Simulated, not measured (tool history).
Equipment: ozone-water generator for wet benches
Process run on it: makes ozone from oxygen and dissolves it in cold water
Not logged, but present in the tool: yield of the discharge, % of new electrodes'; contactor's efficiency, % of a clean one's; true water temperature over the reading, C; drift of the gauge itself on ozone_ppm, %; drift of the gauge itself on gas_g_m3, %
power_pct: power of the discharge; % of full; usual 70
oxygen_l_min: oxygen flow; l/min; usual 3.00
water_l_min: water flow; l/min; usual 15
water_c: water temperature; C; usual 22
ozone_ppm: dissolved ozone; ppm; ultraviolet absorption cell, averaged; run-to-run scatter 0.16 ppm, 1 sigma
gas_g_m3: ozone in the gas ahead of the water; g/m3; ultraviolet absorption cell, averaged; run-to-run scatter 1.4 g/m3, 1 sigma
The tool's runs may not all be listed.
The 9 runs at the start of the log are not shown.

run	hour	power_pct	oxygen_l_min	water_l_min	water_c	hours of work since the electrodes were changed	hours of work since the contactor was cleaned	hours of work since the thermometer was calibrated	ozone_ppm	gas_g_m3
10	1392.6	70	3.00	15	22	5179	575	296	16.7	221.0
11	1542.8	70	1.57	15	22	5309	705	426	14.6	283.1
12	1703.1	70	3.00	15	22	5448	844	564	16.6	215.3
13	1808.7	70	3.00	15	22	5539	935	655	16.7	215.8
14	1966.0	70	3.00	15	22	5675	1071	791	16.5	215.6
15	2115.3	70	3.00	15	22	5804	1200	920	16.3	215.0
16	2218.7	70	3.00	15	22	5893	1289	1010	16.5	211.9
17	2390.5	70	3.63	15	26	6042	1438	1158	15.8	195.6
18	2554.4	70	3.63	15	26	6184	1579	1300	15.6	193.5
19	2665.3	70	3.63	15	26	6279	1675	1396	15.6	194.3
20	2804.9	70	3.65	15	26	6400	1796	1516	14.8	192.5
21	2907.3	70	1.66	10	21	6489	1884	1605	19.4	262.8
22	3036.1	65	3.00	15	22	6600	1996	1716	15.0	198.2
23	3170.0	70	2.31	15	22	6716	2111	1832	14.8	227.5
24	3249.2	70	3.00	10	22	6784	2180	1900	21.0	205.3
25	3338.2	53	1.56	18	29	6861	2257	1977	9.3	232.6
26	3512.2	57	2.45	10	18	7011	2407	2128	19.3	197.7
27	3668.1	100	2.45	10	18	7146	2542	2263	24.3	258.4
28	3782.6	100	2.45	10	18	7245	2641	2362	24.6	253.3
29	3899.6	100	2.45	10	18	7346	2742	2463	24.4	255.6
30	4048.9	100	2.45	10	18	7475	2871	2592	23.9	252.0
31	4167.7	81	2.55	21	16	7578	2974	2694	12.0	226.4
32	4275.0	43	2.21	18	16	7671	3067	2787	10.2	176.9

Below are 4 alternative next runs, each starting from the tool's condition after run 32. Predict each:
A	4413.3	80	2.21	18	16	7790	3186	2907	?	?
B	4413.3	68	1.52	18	16	7790	3186	2907	?	?
C	4413.3	59	3.00	16	22	7790	3186	2907	?	?
D	4413.3	43	2.21	12	16	7790	3186	2907	?	?

run	ozone_ppm	gas_g_m3
A	13.0	232.2
B	10.7	254.0
C	13.0	181.5
D	13.8	176.2
With the hidden condition removed and each run's random variation left untouched, the same runs would have given:
run	ozone_ppm	gas_g_m3
A	19.5	327.3
B	15.6	348.6
C	18.4	242.8
D	18.6	223.8
